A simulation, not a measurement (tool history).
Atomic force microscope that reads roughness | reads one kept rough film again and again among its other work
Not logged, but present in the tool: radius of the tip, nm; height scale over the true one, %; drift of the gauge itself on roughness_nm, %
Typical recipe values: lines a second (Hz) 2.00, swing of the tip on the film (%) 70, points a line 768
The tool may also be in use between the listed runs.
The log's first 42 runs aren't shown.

run,hour,lines a second (Hz),swing of the tip on the film (%),points a line,pictures with this tip,hours of work since the height scale was calibrated,roughness of the kept film (nm (root mean square))
# hour 1988.0: new tip fitted
43,1999.1,0.66,55,699,29,274,4.594
44,2052.9,0.66,55,699,173,315,4.263
45,2089.8,0.82,83,682,272,343,3.848
# hour 2103.0: new tip fitted
46,2134.2,1.25,58,517,84,377,4.372
47,2180.4,1.25,58,663,207,412,4.083
# hour 2218.1: new tip fitted
48,2242.7,1.25,58,663,66,460,4.369
49,2303.0,2.02,58,663,227,506,3.919
50,2331.1,2.02,58,663,302,527,3.761
# hour 2335.9: new tip fitted
51,2384.9,2.02,86,818,131,568,3.805

Predict each of these 3 candidate next runs independently; none follows another, all start after run 51:
A,2415.0,0.61,81,511,211,591,?
B,2415.0,2.00,89,768,211,591,?
C,2415.0,2.02,73,371,211,591,?

run,roughness of the kept film (nm (root mean square))
A,4.001
B,3.574
C,3.857
Without the tool's unlogged condition, the same runs would have read:
run,roughness of the kept film (nm (root mean square))
A,4.582
B,4.094
C,4.418
